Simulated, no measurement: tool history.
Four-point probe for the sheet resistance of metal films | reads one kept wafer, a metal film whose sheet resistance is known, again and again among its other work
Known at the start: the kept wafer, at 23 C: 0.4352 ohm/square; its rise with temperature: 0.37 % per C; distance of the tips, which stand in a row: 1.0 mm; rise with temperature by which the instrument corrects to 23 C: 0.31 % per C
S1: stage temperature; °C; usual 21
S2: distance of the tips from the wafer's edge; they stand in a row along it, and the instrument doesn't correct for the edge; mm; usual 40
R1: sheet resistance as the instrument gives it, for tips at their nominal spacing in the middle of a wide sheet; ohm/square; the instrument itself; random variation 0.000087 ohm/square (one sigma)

Run 1, hour 0.0: usual settings. Result: R1 0.429193 ohm/square.
Run 2, hour 77.3: usual settings but S1 27 °C. Result: R1 0.430170 ohm/square.
At hour 97.4: new probe head fitted.
Run 3, hour 149.2: usual settings but S1 27 °C. Result: R1 0.433675 ohm/square.
Run 4, hour 212.3: usual settings. Result: R1 0.432201 ohm/square.
Run 5, hour 308.4: usual settings but S1 20 °C. Result: R1 0.431415 ohm/square.
Run 6, hour 370.1: usual settings but S1 20 °C. Result: R1 0.431269 ohm/square.
Run 7, hour 460.4: usual settings but S1 20 °C. Result: R1 0.431107 ohm/square.
Run 8, hour 550.5: usual settings but S1 20 °C. Result: R1 0.430626 ohm/square.
Run 9, hour 637.5: usual settings but S1 30 °C, S2 9 mm. Result: R1 0.435384 ohm/square.
Run 10, hour 704.5: usual settings but S1 30 °C, S2 9 mm. Result: R1 0.435028 ohm/square.
Run 11, hour 763.0: usual settings but S1 30 °C, S2 9 mm. Result: R1 0.434865 ohm/square.

Run 12 comes next. What will it give?
Run 12, hour 815.2: usual settings but S1 22 °C, S2 10 mm. Result: R1 ?.

{"run 12": {"R1": 0.432336}}
Without the tool's hidden state the same run would have given R1 0.437274 ohm/square.

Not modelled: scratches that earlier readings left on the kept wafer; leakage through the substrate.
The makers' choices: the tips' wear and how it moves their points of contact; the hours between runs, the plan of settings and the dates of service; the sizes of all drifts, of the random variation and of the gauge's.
